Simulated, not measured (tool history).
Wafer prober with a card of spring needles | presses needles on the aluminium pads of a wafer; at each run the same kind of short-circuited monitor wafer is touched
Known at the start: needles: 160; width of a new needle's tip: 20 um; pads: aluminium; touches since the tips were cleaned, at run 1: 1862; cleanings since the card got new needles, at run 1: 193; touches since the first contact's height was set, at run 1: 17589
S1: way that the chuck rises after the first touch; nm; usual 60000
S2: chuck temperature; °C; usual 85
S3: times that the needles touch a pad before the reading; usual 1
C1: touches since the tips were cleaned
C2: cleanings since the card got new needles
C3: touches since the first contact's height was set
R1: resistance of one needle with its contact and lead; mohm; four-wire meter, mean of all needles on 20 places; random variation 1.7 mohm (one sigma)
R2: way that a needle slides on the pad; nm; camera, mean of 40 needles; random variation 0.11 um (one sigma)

Run 1, day 0.000: usual settings; C1 1862; C2 193; C3 17589. Result: R1 228 mohm, R2 13740 nm.
At day 0.088: tips cleaned on abrasive film.
At day 0.421: tips cleaned on abrasive film.
At day 0.754: tips cleaned on abrasive film.
At day 1.167: tips cleaned on abrasive film.
At day 1.583: tips cleaned on abrasive film.
At day 1.946: tips cleaned on abrasive film.
Run 2, day 1.946: usual settings; C1 0; C2 199; C3 31697. Result: R1 180 mohm, R2 13700 nm.
At day 2.358: tips cleaned on abrasive film.
At day 2.692: tips cleaned on abrasive film.
At day 3.025: tips cleaned on abrasive film.
At day 3.442: tips cleaned on abrasive film.
At day 3.821: tips cleaned on abrasive film.
Run 3, day 3.821: usual settings; C1 0; C2 204; C3 45340. Result: R1 187 mohm, R2 13500 nm.
At day 4.154: tips cleaned on abrasive film.
At day 4.488: tips cleaned on abrasive film.
At day 4.904: tips cleaned on abrasive film.
At day 5.317: tips cleaned on abrasive film.
At day 5.650: tips cleaned on abrasive film.
At day 6.067: tips cleaned on abrasive film.
Run 4, day 6.162: usual settings but S1 72000 nm; C1 700; C2 210; C3 62372. Result: R1 193 mohm, R2 16190 nm.
At day 6.412: tips cleaned on abrasive film.
At day 6.746: tips cleaned on abrasive film.
At day 7.162: tips cleaned on abrasive film.
At day 7.496: tips cleaned on abrasive film.
At day 7.829: tips cleaned on abrasive film.
Run 5, day 7.867: usual settings but S1 42000 nm; C1 281; C2 215; C3 74748. Result: R1 223 mohm, R2 9170 nm.
At day 8.200: tips cleaned on abrasive film.
At day 8.617: tips cleaned on abrasive film.
At day 9.029: tips cleaned on abrasive film.
At day 9.446: tips cleaned on abrasive film.
Run 6, day 9.504: usual settings but S1 42000 nm; C1 420; C2 219; C3 86661. Result: R1 235 mohm, R2 8880 nm.
At day 9.838: tips cleaned on abrasive film.
At day 10.254: tips cleaned on abrasive film.
At day 10.754: card fitted with new needles.
At day 11.088: tips cleaned on abrasive film.
At day 11.500: tips cleaned on abrasive film.
Run 7, day 11.750: usual settings but S1 42000 nm; C1 1843; C2 2; C3 7287. Result: R1 237 mohm, R2 9770 nm.
At day 11.838: tips cleaned on abrasive film.
At day 12.254: tips cleaned on abrasive film.
At day 12.667: tips cleaned on abrasive film.
At day 13.000: tips cleaned on abrasive film.
At day 13.417: tips cleaned on abrasive film.
At day 13.833: tips cleaned on abrasive film.
Run 8, day 14.096: usual settings but S1 41000 nm; C1 1930; C2 8; C3 24334. Result: R1 245 mohm, R2 9050 nm.
At day 14.183: tips cleaned on abrasive film.
At day 14.517: tips cleaned on abrasive film.
At day 14.850: tips cleaned on abrasive film.
At day 15.262: tips cleaned on abrasive film.
Run 9, day 15.558: usual settings but S1 41000 nm; C1 2152; C2 12; C3 34954. Result: R1 252 mohm, R2 9110 nm.
At day 15.642: tips cleaned on abrasive film.
At day 15.975: tips cleaned on abrasive film.
At day 16.392: tips cleaned on abrasive film.
Run 10, day 16.579: usual settings but S1 50000 nm; C1 1377; C2 15; C3 42379. Result: R1 215 mohm, R2 11230 nm.
At day 16.750: tips cleaned on abrasive film.
At day 17.162: tips cleaned on abrasive film.
At day 17.496: tips cleaned on abrasive film.
At day 17.829: tips cleaned on abrasive film.
At day 18.246: tips cleaned on abrasive film.
Run 11, day 18.500: usual settings but S1 50000 nm; C1 1880; C2 20; C3 56356. Result: R1 225 mohm, R2 11230 nm.
At day 18.588: tips cleaned on abrasive film.
At day 18.921: tips cleaned on abrasive film.
At day 19.254: tips cleaned on abrasive film.
At day 19.654: tips cleaned on abrasive film.
Run 12, day 19.654: usual settings but S1 50000 nm; C1 0; C2 24; C3 64702. Result: R1 184 mohm, R2 10990 nm.
At day 20.067: tips cleaned on abrasive film.
At day 20.483: tips cleaned on abrasive film.
At day 20.817: tips cleaned on abrasive film.
Run 13, day 20.967: usual settings but S1 79000 nm, S2 30 °C, S3 2; C1 1107; C2 27; C3 74278. Result: R1 168 mohm, R2 17720 nm.
At day 21.221: tips cleaned on abrasive film.
At day 21.554: tips cleaned on abrasive film.
At day 21.888: tips cleaned on abrasive film.
At day 22.300: tips cleaned on abrasive film.
At day 22.717: tips cleaned on abrasive film.
At day 23.133: tips cleaned on abrasive film.
Run 14, day 23.258: usual settings but S1 79000 nm, S2 60 °C; C1 939; C2 33; C3 90944. Result: R1 176 mohm, R2 17250 nm.
At day 23.512: tips cleaned on abrasive film.
At day 23.925: tips cleaned on abrasive film.
At day 24.258: tips cleaned on abrasive film.
At day 24.675: tips cleaned on abrasive film.
Run 15, day 24.838: usual settings but S1 64000 nm, S2 63 °C, S3 2; C1 1185; C2 37; C3 102412. Result: R1 183 mohm, R2 14060 nm.
At day 25.088: tips cleaned on abrasive film.
At day 25.346: height of the first contact set anew.
At day 25.433: tips cleaned on abrasive film.
At day 25.767: tips cleaned on abrasive film.
At day 26.183: tips cleaned on abrasive film.
At day 26.596: tips cleaned on abrasive film.
At day 26.929: tips cleaned on abrasive film.
Run 16, day 26.992: usual settings but S1 76000 nm, S2 63 °C, S3 2; C1 453; C2 43; C3 11946. Result: R1 169 mohm, R2 17300 nm.
At day 27.325: tips cleaned on abrasive film.
At day 27.742: tips cleaned on abrasive film.
At day 28.075: tips cleaned on abrasive film.
Run 17, day 28.158: usual settings but S1 76000 nm, S2 63 °C, S3 2; C1 627; C2 46; C3 20438. Result: R1 173 mohm, R2 17410 nm.
At day 28.408: tips cleaned on abrasive film.
At day 28.742: tips cleaned on abrasive film.
At day 29.075: tips cleaned on abrasive film.
Run 18, day 29.158: usual settings but S1 54000 nm, S2 72 °C; C1 606; C2 49; C3 27683. Result: R1 186 mohm, R2 12250 nm.
At day 29.454: tips cleaned on abrasive film.
At day 29.788: tips cleaned on abrasive film.
At day 30.204: tips cleaned on abrasive film.
At day 30.621: tips cleaned on abrasive film.
At day 31.033: tips cleaned on abrasive film.
Run 19, day 31.217: usual settings but S1 55000 nm, S2 32 °C, S3 2; C1 1354; C2 54; C3 42678. Result: R1 186 mohm, R2 12210 nm.
At day 31.388: tips cleaned on abrasive film.
At day 31.721: tips cleaned on abrasive film.
At day 32.138: tips cleaned on abrasive film.
Run 20, day 32.442: usual settings but S1 55000 nm, S2 50 °C, S3 2; C1 2261; C2 57; C3 51592. Result: R1 201 mohm, R2 12260 nm.
At day 32.529: tips cleaned on abrasive film.
At day 32.946: tips cleaned on abrasive film.
At day 33.279: tips cleaned on abrasive film.
Run 21, day 33.471: usual settings but S1 54000 nm, S2 30 °C; C1 1397; C2 60; C3 59038. Result: R1 201 mohm, R2 12100 nm.
At day 33.638: tips cleaned on abrasive film.
At day 34.054: tips cleaned on abrasive film.
At day 34.467: tips cleaned on abrasive film.
At day 34.800: tips cleaned on abrasive film.
At day 35.217: tips cleaned on abrasive film.
At day 35.633: tips cleaned on abrasive film.
Run 22, day 35.662: usual settings but S1 54000 nm, S2 61 °C, S3 2; C1 225; C2 66; C3 74989. Result: R1 181 mohm, R2 11890 nm.
At day 35.996: tips cleaned on abrasive film.
At day 36.412: tips cleaned on abrasive film.
At day 36.746: tips cleaned on abrasive film.
Run 23, day 36.871: usual settings but S1 54000 nm, S2 61 °C, S3 2; C1 913; C2 69; C3 83766. Result: R1 191 mohm, R2 11730 nm.
At day 37.121: tips cleaned on abrasive film.
At day 37.454: tips cleaned on abrasive film.
At day 37.871: tips cleaned on abrasive film.
At day 38.283: tips cleaned on abrasive film.
At day 38.700: tips cleaned on abrasive film.
At day 39.117: tips cleaned on abrasive film.
Run 24, day 39.133: usual settings but S1 54000 nm, S2 61 °C, S3 2; C1 138; C2 75; C3 100236. Result: R1 178 mohm, R2 11490 nm.

Forecast each of these 4 alternatives for the next run:
At day 39.467: tips cleaned on abrasive film.
At day 39.800: tips cleaned on abrasive film.
At day 39.979: height of the first contact set anew.
At day 40.146: tips cleaned on abrasive film.
At day 40.546: tips cleaned on abrasive film.
Run A, day 40.546: usual settings but S1 57000 nm, S2 61 °C, S3 3; C1 0; C2 79; C3 4104. Result: R1 ?, R2 ?.
At day 39.467: tips cleaned on abrasive film.
At day 39.800: tips cleaned on abrasive film.
At day 39.979: height of the first contact set anew.
At day 40.146: tips cleaned on abrasive film.
At day 40.546: tips cleaned on abrasive film.
Run B, day 40.546: usual settings but S1 45000 nm, S2 26 °C; C1 0; C2 79; C3 4104. Result: R1 ?, R2 ?.
At day 39.467: tips cleaned on abrasive film.
At day 39.800: tips cleaned on abrasive film.
At day 39.979: height of the first contact set anew.
At day 40.146: tips cleaned on abrasive film.
At day 40.546: tips cleaned on abrasive film.
Run C, day 40.546: usual settings but S1 50000 nm, S3 2; C1 0; C2 79; C3 4104. Result: R1 ?, R2 ?.
At day 39.467: tips cleaned on abrasive film.
At day 39.800: tips cleaned on abrasive film.
At day 39.979: height of the first contact set anew.
At day 40.146: tips cleaned on abrasive film.
At day 40.546: tips cleaned on abrasive film.
Run D, day 40.546: usual settings but S1 54000 nm, S2 61 °C, S3 2; C1 0; C2 79; C3 4104. Result: R1 ?, R2 ?.

run   R1     R2
  A  173  13080
  B  174  10290
  C  185  11460
  D  175  12390
Without the tool's hidden state the same runs would have given:
run   R1     R2
  A  169  13140
  B  166  10340
  C  180  11510
  D  171  12440
